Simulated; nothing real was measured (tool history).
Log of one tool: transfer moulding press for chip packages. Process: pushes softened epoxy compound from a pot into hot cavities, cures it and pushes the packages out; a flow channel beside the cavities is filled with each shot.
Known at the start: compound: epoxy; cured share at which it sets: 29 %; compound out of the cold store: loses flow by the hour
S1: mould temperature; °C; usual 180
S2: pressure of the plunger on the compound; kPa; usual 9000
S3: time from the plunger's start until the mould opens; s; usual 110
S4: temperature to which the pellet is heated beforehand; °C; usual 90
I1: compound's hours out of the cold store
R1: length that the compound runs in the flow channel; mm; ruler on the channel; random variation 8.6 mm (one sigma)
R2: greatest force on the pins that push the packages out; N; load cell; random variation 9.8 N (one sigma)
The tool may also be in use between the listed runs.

Run 1, hour 0: usual settings; I1 30.4. Result: R1 797 mm, R2 624 N.
Run 2, hour 8.5: usual settings; I1 29.8. Result: R1 804 mm, R2 707 N.
Run 3, hour 17.4: usual settings; I1 41.5. Result: R1 753 mm, R2 719 N.
Run 4, hour 24.7: usual settings but S4 94 °C; I1 37.2. Result: R1 769 mm, R2 745 N.
Run 5, hour 32.6: usual settings but S4 94 °C; I1 39.8. Result: R1 753 mm, R2 794 N.
Run 6, hour 39.4: usual settings but S4 94 °C; I1 28.8. Result: R1 822 mm, R2 800 N.
Run 7, hour 45.9: usual settings but S3 139 s; I1 31.8. Result: R1 800 mm, R2 764 N.
Run 8, hour 51.4: usual settings but S3 139 s; I1 32.3. Result: R1 791 mm, R2 764 N.
Run 9, hour 60: usual settings but S3 139 s; I1 41.4. Result: R1 745 mm, R2 859 N.
Run 10, hour 68.9: usual settings but S3 139 s; I1 9.4. Result: R1 912 mm, R2 859 N.
Run 11, hour 76: usual settings but S3 139 s; I1 37.1. Result: R1 758 mm, R2 439 N.
Run 12, hour 82.8: usual settings but S1 174 °C, S3 117 s; I1 14.6. Result: R1 898 mm, R2 657 N.
Run 13, hour 88.1: usual settings but S1 174 °C, S3 117 s; I1 31.3. Result: R1 794 mm, R2 685 N.
Run 14, hour 94.8: usual settings but S1 182 °C, S3 117 s, S4 93 °C; I1 12.3. Result: R1 890 mm, R2 579 N.
Run 15, hour 101.9: usual settings but S1 187 °C, S3 94 s, S4 93 °C; I1 18.7. Result: R1 836 mm, R2 626 N.
Run 16, hour 108: usual settings but S1 187 °C, S3 94 s, S4 93 °C; I1 18.1. Result: R1 842 mm, R2 655 N.
Run 17, hour 115.2: usual settings but S1 187 °C, S2 8020 kPa, S3 130 s, S4 81 °C; I1 11.6. Result: R1 824 mm, R2 667 N.
Run 18, hour 122.1: usual settings but S1 183 °C, S2 9790 kPa, S3 96 s; I1 29.4. Result: R1 808 mm, R2 750 N.
Run 19, hour 130.7: usual settings but S1 183 °C, S2 9570 kPa, S3 107 s, S4 83 °C; I1 11.7. Result: R1 900 mm, R2 757 N.

Taken out of this log: 2 entries between the listed runs. Where each belongs, and how the hidden state differs across it:
Between runs 8 and 9: cavities cleaned with cleaning compound and waxed (hour 56.1)
  true mould temperature over the reading, C: -0.35 -> -0.36; pressure that reaches the compound, % of what is set: 78.69 -> 78.44; grip of the stained cavities, % over clean ones': 89.3 -> 111.9
  measured less the result without the state, R1: -99 -> -95 mm; R2: +362 -> +454 N
Between runs 10 and 11: cavities cleaned with cleaning compound and waxed, once more (hour 72.1)
  true mould temperature over the reading, C: -0.37 -> -0.38; pressure that reaches the compound, % of what is set: 78.13 -> 77.92; grip of the stained cavities, % over clean ones': 114.9 -> 10.2
  measured less the result without the state, R1: -118 -> -100 mm; R2: +459 -> +41 N
